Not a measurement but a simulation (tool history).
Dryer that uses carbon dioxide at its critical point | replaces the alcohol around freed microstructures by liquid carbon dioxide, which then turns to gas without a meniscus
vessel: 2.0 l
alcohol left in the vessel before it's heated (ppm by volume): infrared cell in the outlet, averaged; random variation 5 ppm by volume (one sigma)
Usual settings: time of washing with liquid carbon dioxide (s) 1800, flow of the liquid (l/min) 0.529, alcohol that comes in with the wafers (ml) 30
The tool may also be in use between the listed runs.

run	hour	time of washing with liquid carbon dioxide (s)	flow of the liquid (l/min)	alcohol that comes in with the wafers (ml)	alcohol left in the vessel before it's heated (ppm by volume)
1	0.0	1800	0.529	30	41
2	20.5	2700	0.529	30	32
3	38.1	1800	0.529	30	41
4	49.3	1800	0.529	30	37
5	75.4	1800	0.468	30	52
6	86.9	1800	0.468	30	55
7	104.8	1800	0.458	30	62
8	124.7	1800	0.458	30	61
9	145.2	1800	0.458	30	50
10	161.4	1800	0.529	30	37
11	179.2	1260	0.529	30	102
12	205.4	1800	0.529	56	59
13	227.1	1800	0.529	56	52
14	253.1	1800	0.529	56	54
15	278.7	1800	0.529	56	57
16	291.0	1800	0.529	56	60
17	307.2	1800	0.529	56	62
18	331.4	1800	0.529	30	48
19	353.8	1800	0.529	30	54
20	368.5	1800	0.529	30	58
21	384.6	1800	0.529	30	59
22	399.8	1800	0.529	30	54
23	418.1	1800	0.529	21	54
24	429.7	1800	0.625	30	50
25	448.1	1260	0.391	43	517
26	464.1	1260	0.391	32	393
27	475.6	1260	0.391	32	398
28	500.4	1260	0.391	32	397
29	526.0	1560	0.391	32	194
30	547.1	2040	0.345	30	110
31	562.1	2820	0.345	24	64
32	588.0	1140	0.750	24	71
33	600.8	1440	0.546	93	160
34	625.0	1740	0.876	30	59
35	646.1	1740	0.876	30	49
36	657.1	1560	0.529	30	82
37	677.6	2640	0.574	96	52
38	691.8	1980	0.751	30	54
39	702.5	1980	0.751	30	56
40	722.3	2880	0.468	102	55
41	735.1	2340	0.673	102	57
42	760.0	2340	0.673	102	58
43	778.5	2340	0.673	102	58
44	789.7	1380	0.568	102	143
45	803.0	1380	0.568	30	92
46	824.3	2520	0.529	106	65
47	845.1	2520	0.529	106	67

Not shown: 1 entry that the log had between the listed runs. Between which runs, and how does the tool's hidden state differ before and after?
Between runs 37 and 38: inlet filter changed (hour 691.8)
  flow that reaches the vessel past the clogged filter, %: 93.5 -> 99.7; alcohol in the recycled carbon dioxide, ppm: 56.5 -> 56.9
  measured less the result without the state, alcohol left in the vessel before it's heated (ppm by volume): +52 -> +53
